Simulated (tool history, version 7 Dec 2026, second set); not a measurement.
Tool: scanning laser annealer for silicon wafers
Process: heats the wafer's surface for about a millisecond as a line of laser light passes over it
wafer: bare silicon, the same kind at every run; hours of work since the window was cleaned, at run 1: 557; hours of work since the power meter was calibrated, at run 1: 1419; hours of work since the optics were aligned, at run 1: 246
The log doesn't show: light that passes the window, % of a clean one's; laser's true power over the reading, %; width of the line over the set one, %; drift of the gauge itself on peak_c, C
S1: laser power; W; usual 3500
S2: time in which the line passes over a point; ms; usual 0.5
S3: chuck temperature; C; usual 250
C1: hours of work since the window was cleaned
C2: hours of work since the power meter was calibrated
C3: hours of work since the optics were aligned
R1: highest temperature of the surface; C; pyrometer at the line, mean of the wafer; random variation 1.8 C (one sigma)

{"run": 1, "hour": 0.0, "S1": 3500, "S2": 0.5, "S3": 250, "C1": 557, "C2": 1419, "C3": 246, "R1": 992}
{"run": 2, "hour": 53.2, "S1": 3500, "S2": 0.5, "S3": 225, "C1": 592, "C2": 1454, "C3": 281, "R1": 965}
{"run": 3, "hour": 111.2, "S1": 3500, "S2": 0.5, "S3": 225, "C1": 630, "C2": 1492, "C3": 319, "R1": 963}
{"run": 4, "hour": 137.8, "S1": 3500, "S2": 0.566, "S3": 250, "C1": 648, "C2": 1510, "C3": 337, "R1": 1029}
{"run": 5, "hour": 171.0, "S1": 3500, "S2": 0.566, "S3": 250, "C1": 670, "C2": 1532, "C3": 359, "R1": 1024}
{"run": 6, "hour": 227.4, "S1": 3500, "S2": 0.5, "S3": 250, "C1": 707, "C2": 1569, "C3": 396, "R1": 985}
{"run": 7, "hour": 279.7, "S1": 3500, "S2": 0.5, "S3": 250, "C1": 741, "C2": 1603, "C3": 430, "R1": 981}
{"run": 8, "hour": 313.8, "S1": 3500, "S2": 0.5, "S3": 250, "C1": 764, "C2": 1626, "C3": 453, "R1": 981}
{"run": 9, "hour": 346.3, "S1": 3500, "S2": 0.5, "S3": 283, "C1": 785, "C2": 1647, "C3": 474, "R1": 1014}
{"run": 10, "hour": 378.0, "S1": 3500, "S2": 0.5, "S3": 283, "C1": 806, "C2": 1668, "C3": 495, "R1": 1010}
{"run": 11, "hour": 416.3, "S1": 3500, "S2": 0.5, "S3": 283, "C1": 831, "C2": 1693, "C3": 520, "R1": 1012}
{"run": 12, "hour": 470.9, "S1": 3500, "S2": 0.5, "S3": 283, "C1": 867, "C2": 1729, "C3": 556, "R1": 1007}
{"run": 13, "hour": 506.5, "S1": 3500, "S2": 0.5, "S3": 283, "C1": 891, "C2": 1753, "C3": 580, "R1": 1011}
{"run": 14, "hour": 551.5, "S1": 3632, "S2": 0.5, "S3": 258, "C1": 920, "C2": 1783, "C3": 610, "R1": 1013}
{"hour": 609.3, "done": "window over the wafer cleaned"}
{"run": 15, "hour": 609.3, "S1": 3500, "S2": 0.36, "S3": 250, "C1": 0, "C2": 1819, "C3": 646, "R1": 908}
{"run": 16, "hour": 642.6, "S1": 3500, "S2": 0.36, "S3": 250, "C1": 22, "C2": 1841, "C3": 668, "R1": 908}
{"run": 17, "hour": 698.9, "S1": 3500, "S2": 0.5, "S3": 254, "C1": 59, "C2": 1878, "C3": 706, "R1": 1012}
{"run": 18, "hour": 753.8, "S1": 3769, "S2": 0.5, "S3": 231, "C1": 95, "C2": 1915, "C3": 742, "R1": 1055}
{"run": 19, "hour": 781.1, "S1": 3769, "S2": 0.5, "S3": 231, "C1": 113, "C2": 1933, "C3": 760, "R1": 1058}
{"run": 20, "hour": 829.0, "S1": 3154, "S2": 0.488, "S3": 280, "C1": 145, "C2": 1964, "C3": 791, "R1": 940}
{"run": 21, "hour": 864.6, "S1": 3603, "S2": 0.488, "S3": 280, "C1": 168, "C2": 1988, "C3": 815, "R1": 1051}
{"run": 22, "hour": 906.0, "S1": 3603, "S2": 0.488, "S3": 280, "C1": 196, "C2": 2015, "C3": 842, "R1": 1049}
{"run": 23, "hour": 953.3, "S1": 3328, "S2": 0.459, "S3": 261, "C1": 227, "C2": 2046, "C3": 873, "R1": 942}
{"run": 24, "hour": 1002.4, "S1": 3328, "S2": 0.613, "S3": 281, "C1": 259, "C2": 2079, "C3": 906, "R1": 1052}
{"run": 25, "hour": 1029.8, "S1": 3500, "S2": 0.5, "S3": 275, "C1": 277, "C2": 2097, "C3": 924, "R1": 1026}
{"run": 26, "hour": 1084.3, "S1": 3286, "S2": 0.594, "S3": 275, "C1": 313, "C2": 2133, "C3": 960, "R1": 1023}

5 ways to go on from here, each from the tool as it stands after run 26. What would each give?
{"run": "A", "hour": 1108.4, "S1": 3161, "S2": 0.5, "S3": 250, "C1": 329, "C2": 2149, "C3": 976, "R1": "?"}
{"run": "B", "hour": 1108.4, "S1": 3500, "S2": 0.588, "S3": 257, "C1": 329, "C2": 2149, "C3": 976, "R1": "?"}
{"run": "C", "hour": 1108.4, "S1": 3576, "S2": 0.478, "S3": 218, "C1": 329, "C2": 2149, "C3": 976, "R1": "?"}
{"run": "D", "hour": 1108.4, "S1": 3364, "S2": 0.576, "S3": 281, "C1": 329, "C2": 2149, "C3": 976, "R1": "?"}
{"run": "E", "hour": 1108.4, "S1": 3500, "S2": 0.5, "S3": 216, "C1": 329, "C2": 2149, "C3": 976, "R1": "?"}

run=A R1=915
run=B R1=1058
run=C R1=971
run=D R1=1039
run=E R1=965
Without the tool's hidden state the same runs would have given:
run=A R1=924
run=B R1=1069
run=C R1=981
run=D R1=1049
run=E R1=976
